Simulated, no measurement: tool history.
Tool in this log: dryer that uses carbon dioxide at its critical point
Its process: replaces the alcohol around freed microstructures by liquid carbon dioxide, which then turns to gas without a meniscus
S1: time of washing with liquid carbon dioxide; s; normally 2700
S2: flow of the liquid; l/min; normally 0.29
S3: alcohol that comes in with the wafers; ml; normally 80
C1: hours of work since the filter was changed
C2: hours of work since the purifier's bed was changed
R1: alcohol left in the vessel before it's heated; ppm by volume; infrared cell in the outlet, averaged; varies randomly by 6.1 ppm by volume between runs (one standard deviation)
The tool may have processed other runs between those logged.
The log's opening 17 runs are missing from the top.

{"run": 18, "hour": 138.2, "S1": 2700, "S2": 0.29, "S3": 80, "C1": 192, "C2": 152, "R1": 391}
{"run": 19, "hour": 145.0, "S1": 1920, "S2": 0.29, "S3": 80, "C1": 194, "C2": 154, "R1": 1427}
{"run": 20, "hour": 152.6, "S1": 2700, "S2": 0.306, "S3": 102, "C1": 197, "C2": 156, "R1": 391}
{"run": 21, "hour": 160.1, "S1": 4320, "S2": 0.2, "S3": 80, "C1": 199, "C2": 159, "R1": 265}
{"run": 22, "hour": 167.3, "S1": 2700, "S2": 0.462, "S3": 62, "C1": 201, "C2": 161, "R1": 67}
{"run": 23, "hour": 174.1, "S1": 3060, "S2": 0.271, "S3": 99, "C1": 203, "C2": 163, "R1": 382}
{"run": 24, "hour": 183.7, "S1": 3060, "S2": 0.271, "S3": 99, "C1": 206, "C2": 166, "R1": 373}
{"run": 25, "hour": 191.0, "S1": 3060, "S2": 0.321, "S3": 99, "C1": 209, "C2": 168, "R1": 184}
{"run": 26, "hour": 197.2, "S1": 3060, "S2": 0.321, "S3": 99, "C1": 210, "C2": 170, "R1": 185}
{"run": 27, "hour": 202.7, "S1": 1680, "S2": 0.43, "S3": 80, "C1": 212, "C2": 172, "R1": 582}
{"run": 28, "hour": 213.2, "S1": 1860, "S2": 0.273, "S3": 80, "C1": 215, "C2": 175, "R1": 1937}
{"run": 29, "hour": 220.5, "S1": 2700, "S2": 0.452, "S3": 51, "C1": 218, "C2": 177, "R1": 68}
{"run": 30, "hour": 229.5, "S1": 2700, "S2": 0.244, "S3": 80, "C1": 220, "C2": 180, "R1": 840}
{"run": 31, "hour": 241.3, "S1": 2700, "S2": 0.244, "S3": 80, "C1": 224, "C2": 184, "R1": 834}
{"run": 32, "hour": 252.8, "S1": 2700, "S2": 0.29, "S3": 60, "C1": 228, "C2": 187, "R1": 327}
{"run": 33, "hour": 263.5, "S1": 1860, "S2": 0.29, "S3": 33, "C1": 231, "C2": 191, "R1": 711}
{"run": 34, "hour": 270.1, "S1": 4200, "S2": 0.21, "S3": 30, "C1": 233, "C2": 193, "R1": 139}
{"run": 35, "hour": 281.4, "S1": 4200, "S2": 0.21, "S3": 30, "C1": 237, "C2": 196, "R1": 138}
{"run": 36, "hour": 286.5, "S1": 4200, "S2": 0.352, "S3": 115, "C1": 238, "C2": 198, "R1": 63}

5 ways to go on from here, each from the tool as it stands after run 36. What would each give?
{"run": "A", "hour": 293.5, "S1": 2580, "S2": 0.29, "S3": 80, "C1": 240, "C2": 200, "R1": "?"}
{"run": "B", "hour": 293.5, "S1": 2220, "S2": 0.352, "S3": 115, "C1": 240, "C2": 200, "R1": "?"}
{"run": "C", "hour": 293.5, "S1": 4200, "S2": 0.352, "S3": 50, "C1": 240, "C2": 200, "R1": "?"}
{"run": "D", "hour": 293.5, "S1": 4200, "S2": 0.352, "S3": 23, "C1": 240, "C2": 200, "R1": "?"}
{"run": "E", "hour": 293.5, "S1": 1800, "S2": 0.44, "S3": 80, "C1": 240, "C2": 200, "R1": "?"}

run=A R1=531
run=B R1=607
run=C R1=66
run=D R1=56
run=E R1=423
Without the tool's hidden state the same runs would have given:
run=A R1=304
run=B R1=345
run=C R1=10
run=D R1=1
run=E R1=230

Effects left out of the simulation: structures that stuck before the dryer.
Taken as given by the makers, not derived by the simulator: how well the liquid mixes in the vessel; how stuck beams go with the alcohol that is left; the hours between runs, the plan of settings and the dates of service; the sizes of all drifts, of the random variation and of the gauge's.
